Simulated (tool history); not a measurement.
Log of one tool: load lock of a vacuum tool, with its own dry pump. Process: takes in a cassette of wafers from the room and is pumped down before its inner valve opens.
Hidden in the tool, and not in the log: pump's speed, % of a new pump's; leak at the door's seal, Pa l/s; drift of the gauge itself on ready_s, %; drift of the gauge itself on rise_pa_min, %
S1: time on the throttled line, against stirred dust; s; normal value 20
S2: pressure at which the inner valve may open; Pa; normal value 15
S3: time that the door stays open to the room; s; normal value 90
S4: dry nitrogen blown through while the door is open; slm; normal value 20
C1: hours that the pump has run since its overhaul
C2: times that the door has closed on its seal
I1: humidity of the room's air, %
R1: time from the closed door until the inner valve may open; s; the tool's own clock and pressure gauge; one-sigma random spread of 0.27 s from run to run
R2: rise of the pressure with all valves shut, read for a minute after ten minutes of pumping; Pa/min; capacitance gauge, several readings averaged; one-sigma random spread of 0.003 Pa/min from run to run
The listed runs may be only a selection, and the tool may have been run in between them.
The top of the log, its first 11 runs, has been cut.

run    hour  S1  S2  S3  S4    C1     C2    I1    R1     R2
 12  1123.9  20  15  90  20  1656  30850  48.5  28.7  0.308
 13  1207.0  20  15  90  20  1739  31130  43.0  28.9  0.313
 14  1279.6  20  15  90  20  1811  31375  43.5  28.6  0.314
 15  1416.5  20  15  90  20  1948  31837  49.1  29.1  0.328
 16  1515.3  20  15  90  20  2047  32170  47.1  28.7  0.328
 17  1577.1  20  15  90  20  2109  32378  45.1  29.2  0.325
 18  1701.3  20  15  90  20  2233  32797  42.4  29.0  0.335
 19  1780.2  20  15  90  20  2312  33063  45.8  29.1  0.339

Run 20 has not been measured yet. What should we expect?
 20  1860.6  20  15  92  13  2392  33334  44.8   ?   ?

R1: 29.0 s
R2: 0.351 Pa/min
The same run, on a tool lacking any hidden state, would have yielded R1 28.8 s, R2 0.052 Pa/min.
